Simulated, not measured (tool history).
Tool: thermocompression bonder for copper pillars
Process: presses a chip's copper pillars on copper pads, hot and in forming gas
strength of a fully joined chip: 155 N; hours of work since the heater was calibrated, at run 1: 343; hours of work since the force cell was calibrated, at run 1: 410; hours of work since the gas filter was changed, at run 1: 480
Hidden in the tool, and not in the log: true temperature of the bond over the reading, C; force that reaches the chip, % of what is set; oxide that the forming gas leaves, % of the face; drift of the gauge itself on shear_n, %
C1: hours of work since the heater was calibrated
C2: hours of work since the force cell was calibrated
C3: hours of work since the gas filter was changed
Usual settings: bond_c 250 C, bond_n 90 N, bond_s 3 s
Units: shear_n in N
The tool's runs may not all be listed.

run 1 hour=0.0 | bond_c=250 bond_n=90 bond_s=3 | C1=343 C2=410 C3=480 | shear_n=79.4
-- hour=2.5 forming gas filter changed
run 2 hour=10.8 | bond_c=250 bond_n=90 bond_s=3 | C1=351 C2=418 C3=6 | shear_n=80.5
run 3 hour=23.9 | bond_c=250 bond_n=90 bond_s=3 | C1=360 C2=427 C3=16 | shear_n=80.2
run 4 hour=38.7 | bond_c=250 bond_n=90 bond_s=3 | C1=371 C2=438 C3=26 | shear_n=79.5
run 5 hour=46.7 | bond_c=254 bond_n=90 bond_s=3 | C1=377 C2=444 C3=32 | shear_n=82.7
run 6 hour=57.8 | bond_c=254 bond_n=90 bond_s=3 | C1=385 C2=452 C3=40 | shear_n=84.0
run 7 hour=65.7 | bond_c=250 bond_n=90 bond_s=3 | C1=390 C2=458 C3=46 | shear_n=80.2
run 8 hour=78.7 | bond_c=250 bond_n=90 bond_s=3 | C1=400 C2=467 C3=55 | shear_n=80.7
run 9 hour=91.0 | bond_c=250 bond_n=90 bond_s=3 | C1=409 C2=476 C3=64 | shear_n=81.0
run 10 hour=103.8 | bond_c=250 bond_n=80 bond_s=3 | C1=418 C2=485 C3=74 | shear_n=74.4
run 11 hour=111.7 | bond_c=250 bond_n=90 bond_s=3 | C1=424 C2=491 C3=79 | shear_n=80.8
run 12 hour=126.0 | bond_c=250 bond_n=116 bond_s=3 | C1=434 C2=501 C3=90 | shear_n=96.2
run 13 hour=137.8 | bond_c=250 bond_n=116 bond_s=3 | C1=443 C2=510 C3=98 | shear_n=95.5
run 14 hour=146.4 | bond_c=250 bond_n=116 bond_s=3 | C1=449 C2=516 C3=104 | shear_n=95.9
run 15 hour=163.7 | bond_c=250 bond_n=116 bond_s=3 | C1=461 C2=529 C3=117 | shear_n=96.4
run 16 hour=180.8 | bond_c=250 bond_n=58 bond_s=3 | C1=474 C2=541 C3=129 | shear_n=58.8
-- hour=184.5 gauge calibrated
run 17 hour=194.4 | bond_c=250 bond_n=58 bond_s=3 | C1=484 C2=551 C3=139 | shear_n=56.9
run 18 hour=205.9 | bond_c=250 bond_n=58 bond_s=3 | C1=492 C2=559 C3=148 | shear_n=57.7
run 19 hour=222.1 | bond_c=250 bond_n=58 bond_s=3 | C1=504 C2=571 C3=159 | shear_n=58.0
run 20 hour=238.4 | bond_c=250 bond_n=58 bond_s=3 | C1=516 C2=583 C3=171 | shear_n=57.1
run 21 hour=247.5 | bond_c=221 bond_n=90 bond_s=3 | C1=522 C2=590 C3=178 | shear_n=55.7
run 22 hour=255.1 | bond_c=221 bond_n=90 bond_s=3 | C1=528 C2=595 C3=183 | shear_n=56.0
run 23 hour=270.3 | bond_c=225 bond_n=90 bond_s=3 | C1=539 C2=606 C3=194 | shear_n=59.1
-- hour=283.0 heater calibrated with a thermocouple chip
run 24 hour=288.8 | bond_c=249 bond_n=128 bond_s=2 | C1=4 C2=618 C3=206 | shear_n=89.1
run 25 hour=303.9 | bond_c=249 bond_n=128 bond_s=2 | C1=15 C2=629 C3=217 | shear_n=88.4
run 26 hour=312.9 | bond_c=245 bond_n=83 bond_s=3 | C1=22 C2=636 C3=224 | shear_n=72.0
run 27 hour=326.4 | bond_c=245 bond_n=113 bond_s=6 | C1=32 C2=645 C3=234 | shear_n=109.1
run 28 hour=343.8 | bond_c=250 bond_n=79 bond_s=3 | C1=44 C2=658 C3=246 | shear_n=73.7
run 29 hour=355.7 | bond_c=248 bond_n=113 bond_s=3 | C1=53 C2=667 C3=255 | shear_n=92.0
run 30 hour=368.1 | bond_c=248 bond_n=113 bond_s=3 | C1=62 C2=676 C3=264 | shear_n=92.5
run 31 hour=384.7 | bond_c=277 bond_n=115 bond_s=2 | C1=74 C2=688 C3=276 | shear_n=108.9
run 32 hour=395.2 | bond_c=250 bond_n=90 bond_s=2 | C1=81 C2=695 C3=284 | shear_n=70.9
run 33 hour=410.1 | bond_c=253 bond_n=57 bond_s=2 | C1=92 C2=706 C3=294 | shear_n=51.5
run 34 hour=424.9 | bond_c=253 bond_n=57 bond_s=2 | C1=103 C2=717 C3=305 | shear_n=51.6
run 35 hour=436.8 | bond_c=253 bond_n=57 bond_s=2 | C1=112 C2=726 C3=314 | shear_n=51.7
run 36 hour=449.2 | bond_c=253 bond_n=57 bond_s=2 | C1=121 C2=735 C3=323 | shear_n=51.9
run 37 hour=458.6 | bond_c=257 bond_n=105 bond_s=2 | C1=127 C2=741 C3=330 | shear_n=86.7
run 38 hour=472.5 | bond_c=257 bond_n=73 bond_s=5 | C1=138 C2=751 C3=340 | shear_n=92.5
run 39 hour=485.3 | bond_c=257 bond_n=73 bond_s=5 | C1=147 C2=761 C3=349 | shear_n=91.7

5 ways to go on from here, each from the tool as it stands after run 39. What would each give?
run A hour=493.2 | bond_c=261 bond_n=71 bond_s=4 | C1=153 C2=767 C3=355 | shear_n=?
run B hour=493.2 | bond_c=245 bond_n=70 bond_s=3 | C1=153 C2=767 C3=355 | shear_n=?
run C hour=493.2 | bond_c=240 bond_n=90 bond_s=3 | C1=153 C2=767 C3=355 | shear_n=?
run D hour=493.2 | bond_c=257 bond_n=67 bond_s=7 | C1=153 C2=767 C3=355 | shear_n=?
run E hour=493.2 | bond_c=239 bond_n=96 bond_s=5 | C1=153 C2=767 C3=355 | shear_n=?

run=A shear_n=87.2
run=B shear_n=65.0
run=C shear_n=73.6
run=D shear_n=96.7
run=E shear_n=90.5
Without the tool's hidden state the same runs would have given:
run=A shear_n=83.3
run=B shear_n=62.1
run=C shear_n=70.3
run=D shear_n=92.4
run=E shear_n=86.4
